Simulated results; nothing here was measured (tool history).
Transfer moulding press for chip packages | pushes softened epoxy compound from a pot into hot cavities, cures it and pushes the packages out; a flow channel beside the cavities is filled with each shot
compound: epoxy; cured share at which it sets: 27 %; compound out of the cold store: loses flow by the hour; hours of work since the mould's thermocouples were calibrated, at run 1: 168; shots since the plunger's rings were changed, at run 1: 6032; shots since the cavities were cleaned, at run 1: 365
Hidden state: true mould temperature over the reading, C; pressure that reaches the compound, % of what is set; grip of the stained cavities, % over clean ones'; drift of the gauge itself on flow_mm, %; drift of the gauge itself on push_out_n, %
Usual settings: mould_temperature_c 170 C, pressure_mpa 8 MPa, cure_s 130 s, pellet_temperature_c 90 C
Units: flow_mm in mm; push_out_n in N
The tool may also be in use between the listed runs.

| run | hour | mould_temperature_c | pressure_mpa | cure_s | pellet_temperature_c | hours of work since the mould's thermocouples were calibrated | shots since the plunger's rings were changed | shots since the cavities were cleaned | incoming compound's hours out of the cold store | flow_mm | push_out_n |
|---|---|---|---|---|---|---|---|---|---|---|---|
| 1 | 0 | 170 | 8 | 130 | 90 | 168 | 6032 | 365 | 43.9 | 411 | 719 |
|  | 9 | plunger's sealing rings changed |
| 2 | 24.5 | 170 | 8 | 130 | 90 | 183 | 159 | 592 | 41.1 | 439 | 828 |
| 3 | 50.9 | 170 | 8 | 130 | 90 | 201 | 431 | 864 | 43.5 | 427 | 870 |
|  | 65.8 | cavities cleaned with cleaning compound and waxed |
| 4 | 75 | 170 | 8 | 130 | 90 | 216 | 664 | 95 | 41.7 | 432 | 1068 |
| 5 | 91.5 | 170 | 8 | 130 | 90 | 227 | 834 | 265 | 32.4 | 466 | 1059 |
| 6 | 109 | 170 | 8 | 130 | 90 | 239 | 1015 | 446 | 36.5 | 452 | 1064 |
| 7 | 130.2 | 170 | 8 | 155 | 90 | 253 | 1233 | 664 | 18.4 | 523 | 981 |
| 8 | 159 | 170 | 8 | 130 | 90 | 273 | 1529 | 960 | 12.9 | 547 | 1062 |
|  | 162.3 | cavities cleaned with cleaning compound and waxed |
| 9 | 184.9 | 170 | 8 | 124 | 90 | 289 | 1781 | 232 | 42.3 | 431 | 725 |
|  | 213.2 | mould's thermocouples calibrated |
| 10 | 224.5 | 170 | 8 | 124 | 90 | 8 | 2169 | 620 | 27.4 | 485 | 907 |
| 11 | 250.9 | 170 | 8 | 124 | 90 | 25 | 2441 | 892 | 38.8 | 440 | 915 |
|  | 262.2 | cavities cleaned with cleaning compound and waxed |
| 12 | 282.5 | 170 | 8 | 124 | 90 | 46 | 2752 | 210 | 10.2 | 553 | 744 |
|  | 304.9 | cavities cleaned with cleaning compound and waxed, once more |
| 13 | 308.5 | 167 | 7.44 | 154 | 83 | 62 | 3004 | 37 | 43.5 | 412 | 519 |
| 14 | 344.8 | 173 | 7.44 | 152 | 86 | 87 | 3378 | 411 | 42.3 | 408 | 700 |
| 15 | 375.2 | 168 | 6.8 | 146 | 90 | 107 | 3691 | 724 | 45.4 | 383 | 810 |
| 16 | 391.3 | 167 | 6.15 | 133 | 96 | 118 | 3857 | 890 | 27.7 | 423 | 989 |
|  | 401.5 | cavities cleaned with cleaning compound and waxed |
| 17 | 414 | 167 | 6.5 | 124 | 96 | 133 | 4075 | 128 | 46.9 | 368 | 722 |
| 18 | 450.2 | 167 | 8.64 | 137 | 82 | 157 | 4449 | 502 | 34.5 | 475 | 876 |
| 19 | 478.3 | 168 | 7.05 | 137 | 85 | 176 | 4739 | 792 | 19.1 | 480 | 952 |
|  | 499.3 | cavities cleaned with cleaning compound and waxed |
| 20 | 514.9 | 168 | 7.05 | 137 | 85 | 200 | 5100 | 161 | 43 | 393 | 665 |
| 21 | 539.8 | 168 | 7.05 | 137 | 85 | 216 | 5356 | 417 | 45.7 | 384 | 791 |
| 22 | 573.4 | 168 | 7.05 | 137 | 85 | 239 | 5703 | 764 | 38 | 408 | 899 |

Some steps in flow_mm between neighbouring runs. How much of each would the tool show without its hidden state too (settings, what came in, random variation), and how much is left for the hidden state, with any gauge scatter that isn't in both results?
Run 1 -> 2: plunger's sealing rings changed. flow_mm +28 mm: hidden state +16, all else +12.
Run 8 -> 9: cure_s 130 -> 124, cavities cleaned with cleaning compound and waxed. flow_mm -116 mm: hidden state +0, all else -116.
Run 12 -> 13: mould_temperature_c 170 -> 167, pressure_mpa 8 -> 7.44, cure_s 124 -> 154, pellet_temperature_c 90 -> 83, cavities cleaned with cleaning compound and waxed, once more. flow_mm -141 mm: hidden state +2, all else -143.
Run 17 -> 18: pressure_mpa 6.5 -> 8.64, cure_s 124 -> 137, pellet_temperature_c 96 -> 82. flow_mm +107 mm: hidden state -4, all else +111.
